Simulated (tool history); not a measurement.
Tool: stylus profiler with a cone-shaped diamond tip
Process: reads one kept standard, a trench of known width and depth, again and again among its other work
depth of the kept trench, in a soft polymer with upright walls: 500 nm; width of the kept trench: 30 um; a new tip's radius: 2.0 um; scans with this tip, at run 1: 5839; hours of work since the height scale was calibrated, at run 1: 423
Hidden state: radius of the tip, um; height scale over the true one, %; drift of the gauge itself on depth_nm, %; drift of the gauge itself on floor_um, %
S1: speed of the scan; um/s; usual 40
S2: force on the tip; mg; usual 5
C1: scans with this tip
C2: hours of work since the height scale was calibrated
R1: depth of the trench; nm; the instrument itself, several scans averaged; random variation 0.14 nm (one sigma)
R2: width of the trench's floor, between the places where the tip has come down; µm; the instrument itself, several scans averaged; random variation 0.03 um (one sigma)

| run | day | S1 | S2 | C1 | C2 | R1 | R2 |
|---|---|---|---|---|---|---|---|
| 1 | 0 | 40 | 5 | 5839 | 423 | 510.61 | 27.12 |
| 2 | 4.804 | 40 | 3.36 | 6888 | 499 | 508.38 | 27.11 |
| 3 | 9.158 | 40 | 3.36 | 7837 | 568 | 508.08 | 27.18 |
| 4 | 12.667 | 24 | 5 | 8602 | 624 | 510.57 | 27.26 |
| 5 | 17.258 | 24 | 5 | 9604 | 696 | 510.62 | 27.23 |
| 6 | 20.767 | 24 | 5 | 10369 | 752 | 510.4 | 27.24 |
| 7 | 25.004 | 24 | 5 | 11294 | 819 | 510.23 | 27.25 |
| 8 | 30.371 | 24 | 4.4 | 12464 | 904 | 509.71 | 27.27 |
| 9 | 34.367 | 53 | 5 | 13336 | 967 | 510.61 | 27.11 |
| 10 | 38.05 | 53 | 5 | 14139 | 1025 | 510.58 | 27.15 |
| 11 | 43.829 | 53 | 5 | 15401 | 1117 | 510.52 | 27.09 |
| 12 | 47.2 | 53 | 5 | 16136 | 1170 | 510.6 | 27.14 |
| 13 | 50.583 | 53 | 5 | 16873 | 1223 | 510.42 | 27.12 |
| 14 | 54.733 | 158 | 1.82 | 17779 | 1289 | 505.39 | 26.16 |
| 15 | 57.921 | 158 | 1.82 | 18475 | 1339 | 505.17 | 26.26 |
| 16 | 61.8 | 37 | 3.7 | 19321 | 1401 | 508.52 | 27.18 |
| 17 | 68.05 | 61 | 4.78 | 20684 | 1500 | 510.22 | 27.15 |
| 18 | 70.642 | 25 | 3.66 | 21249 | 1541 | 508.48 | 27.21 |
| 19 | 74.958 | 50 | 1.79 | 22191 | 1609 | 505.25 | 26.95 |
| 20 | 80.692 | 40 | 13.74 | 23442 | 1700 | 520.67 | 27.27 |
| 21 | 85.533 | 40 | 13.74 | 24498 | 1776 | 520.76 | 27.27 |
| 22 | 88.7 | 40 | 13.74 | 25189 | 1826 | 521.03 | 27.26 |
|  | 90.171 | height scale calibrated on a step standard |
| 23 | 91.358 | 59 | 5 | 25764 | 19 | 510.59 | 27.08 |
| 24 | 96.183 | 11 | 4.04 | 26817 | 95 | 509.1 | 27.29 |
| 25 | 101.762 | 60 | 10.67 | 28034 | 183 | 517.67 | 27.13 |
| 26 | 107.038 | 60 | 10.67 | 29184 | 267 | 517.61 | 27.16 |

Hidden state at the last listed run before each entry between runs and at the first one after, where it differs:
Between runs 22 and 23: height scale calibrated on a step standard (day 90.171)
  height scale over the true one, %: 0.004 -> 0

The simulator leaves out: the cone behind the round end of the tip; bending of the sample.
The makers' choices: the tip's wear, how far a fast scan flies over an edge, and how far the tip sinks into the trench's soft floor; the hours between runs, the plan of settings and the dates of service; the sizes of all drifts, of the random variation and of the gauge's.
